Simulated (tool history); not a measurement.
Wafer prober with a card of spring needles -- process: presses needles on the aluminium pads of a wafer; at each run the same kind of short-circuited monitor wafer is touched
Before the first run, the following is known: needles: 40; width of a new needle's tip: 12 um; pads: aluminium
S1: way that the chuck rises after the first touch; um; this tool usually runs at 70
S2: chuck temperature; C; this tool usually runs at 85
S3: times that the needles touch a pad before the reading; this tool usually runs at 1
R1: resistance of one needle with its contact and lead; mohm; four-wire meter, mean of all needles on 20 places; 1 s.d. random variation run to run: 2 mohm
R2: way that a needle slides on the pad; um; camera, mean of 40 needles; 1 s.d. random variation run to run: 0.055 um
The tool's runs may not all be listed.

run	hour	S1	S2	S3	R1	R2
1	0	70	85	1	212	9.68
# hour 2.2: tips cleaned on abrasive film
# hour 11: tips cleaned on abrasive film
2	11	70	72	1	212	9.64
# hour 20.4: tips cleaned on abrasive film
3	24.6	70	85	1	211	9.5
# hour 28.8: tips cleaned on abrasive film
4	35.4	70	57	1	206	9.55
# hour 37.1: tips cleaned on abrasive film
5	42.2	70	104	1	215	9.57
# hour 46.2: tips cleaned on abrasive film
6	53.5	70	85	1	209	9.51
# hour 54.9: tips cleaned on abrasive film
# hour 63.4: tips cleaned on abrasive film
7	65.1	70	85	2	214	9.56
# hour 71.8: tips cleaned on abrasive film
8	79.3	70	85	2	213	9.62
# hour 80.7: tips cleaned on abrasive film
9	87.5	70	62	1	207	9.47
# hour 88.9: tips cleaned on abrasive film
# hour 97.6: tips cleaned on abrasive film
10	101.4	70	62	1	208	9.52
# hour 106.2: tips cleaned on abrasive film
# hour 115.5: tips cleaned on abrasive film
11	116.5	70	85	2	211	9.58
# hour 124.1: tips cleaned on abrasive film
12	128.1	82	85	2	208	11.33
# hour 133: tips cleaned on abrasive film
13	138.3	56	85	3	215	7.71
# hour 141.8: tips cleaned on abrasive film
14	146.4	56	85	2	218	7.77
# hour 150.2: tips cleaned on abrasive film
15	157.1	55	62	3	210	7.52
# hour 159.7: tips cleaned on abrasive film
# hour 168: tips cleaned on abrasive film
16	171.4	68	26	1	199	9.38
# hour 176.7: tips cleaned on abrasive film
17	179.2	62	48	2	205	8.55
# hour 185.2: tips cleaned on abrasive film
# hour 193.9: tips cleaned on abrasive film
18	194.6	62	48	2	203	8.5
19	201.8	67	96	2	220	9.11
# hour 202.5: tips cleaned on abrasive film
# hour 211.1: tips cleaned on abrasive film
20	215.8	67	103	1	215	9.19
# hour 219.9: tips cleaned on abrasive film
21	225.3	67	103	1	216	9.17
# hour 228.9: tips cleaned on abrasive film
# hour 237.5: tips cleaned on abrasive film
22	240.9	85	43	3	192	11.72

Here are 3 independent what-if runs from the current tool condition. What would each one return?
# hour 246.1: tips cleaned on abrasive film
A	249.6	53	43	3	?	?
# hour 246.1: tips cleaned on abrasive film
B	249.6	57	83	3	?	?
# hour 246.1: tips cleaned on abrasive film
C	249.6	82	43	1	?	?

run	R1	R2
A	209	7.3
B	215	7.77
C	195	11.23
With the hidden condition removed and each run's random variation left untouched, the same runs would have given:
run	R1	R2
A	208	7.3
B	215	7.78
C	195	11.23

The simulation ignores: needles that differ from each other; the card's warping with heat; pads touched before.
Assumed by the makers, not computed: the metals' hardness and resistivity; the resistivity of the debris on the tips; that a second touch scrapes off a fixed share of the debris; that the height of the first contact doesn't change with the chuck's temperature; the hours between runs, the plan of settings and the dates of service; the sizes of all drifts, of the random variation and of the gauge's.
